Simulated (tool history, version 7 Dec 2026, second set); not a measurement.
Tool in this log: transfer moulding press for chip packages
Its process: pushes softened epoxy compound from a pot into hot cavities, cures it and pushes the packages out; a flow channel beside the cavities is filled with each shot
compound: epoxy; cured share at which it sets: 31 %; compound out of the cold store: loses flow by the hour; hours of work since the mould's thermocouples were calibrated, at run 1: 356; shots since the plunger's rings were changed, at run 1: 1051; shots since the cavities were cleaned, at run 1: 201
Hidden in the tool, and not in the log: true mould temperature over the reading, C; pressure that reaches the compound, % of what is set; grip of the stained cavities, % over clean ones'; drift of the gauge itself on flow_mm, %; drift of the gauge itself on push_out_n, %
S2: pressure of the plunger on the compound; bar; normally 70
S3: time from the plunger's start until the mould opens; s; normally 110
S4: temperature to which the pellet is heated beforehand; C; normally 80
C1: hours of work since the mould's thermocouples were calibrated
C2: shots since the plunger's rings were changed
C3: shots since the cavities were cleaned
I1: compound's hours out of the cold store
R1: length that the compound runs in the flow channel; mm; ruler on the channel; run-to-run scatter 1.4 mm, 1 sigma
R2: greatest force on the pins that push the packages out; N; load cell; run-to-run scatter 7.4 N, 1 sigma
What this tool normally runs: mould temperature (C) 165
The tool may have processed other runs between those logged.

Run 1, hour 0: usual settings; C1 356; C2 1051; C3 201; I1 14.8. Result: R1 736 mm, R2 405 N.
Run 2, hour 36: usual settings; C1 377; C2 1415; C3 565; I1 8.2. Result: R1 745 mm, R2 490 N.
At hour 49.7: cavities cleaned with cleaning compound and waxed.
Run 3, hour 54.7: usual settings; C1 388; C2 1589; C3 51; I1 18.2. Result: R1 723 mm, R2 339 N.
Run 4, hour 72.3: usual settings; C1 398; C2 1766; C3 228; I1 11.4. Result: R1 734 mm, R2 416 N.
Run 5, hour 99.8: usual settings; C1 415; C2 2044; C3 506; I1 29.4. Result: R1 699 mm, R2 472 N.
At hour 120.7: cavities cleaned with cleaning compound and waxed.
Run 6, hour 134: usual settings; C1 434; C2 2373; C3 134; I1 18.3. Result: R1 717 mm, R2 368 N.
Run 7, hour 175.8: usual settings but S2 52.3 bar, S3 103 s; C1 459; C2 2796; C3 557; I1 12.5. Result: R1 625 mm, R2 571 N.
At hour 190.9: cavities cleaned with cleaning compound and waxed.
At hour 204.3: plunger's sealing rings changed.
Run 8, hour 213.2: usual settings but S4 88 C; C1 479; C2 90; C3 200; I1 16.7. Result: R1 739 mm, R2 381 N.
Run 9, hour 241.6: usual settings but S3 96 s, S4 77 C; C1 497; C2 376; C3 486; I1 39.8. Result: R1 694 mm, R2 601 N.
At hour 263.6: cavities cleaned with cleaning compound and waxed.
Run 10, hour 285.1: usual settings but S2 69 bar, S3 123 s, S4 83 C; C1 522; C2 800; C3 216; I1 11.7. Result: R1 736 mm, R2 346 N.
Run 11, hour 310.2: usual settings but S2 86.2 bar, S3 122 s, S4 87 C; C1 537; C2 1053; C3 469; I1 38.3. Result: R1 765 mm, R2 419 N.
At hour 335.4: cavities cleaned with cleaning compound and waxed.
Run 12, hour 347.5: usual settings but mould temperature (C) 172, S2 61.2 bar, S3 139 s, S4 90 C; C1 558; C2 1415; C3 122; I1 9. Result: R1 677 mm, R2 305 N.

Each run again, without the hidden state but with its own random variation kept:
run   R1   R2
  1  747  323
  2  759  314
  3  739  321
  4  752  331
  5  718  318
  6  741  314
  7  648  373
  8  744  310
  9  701  408
 10  747  276
 11  779  280
 12  693  262
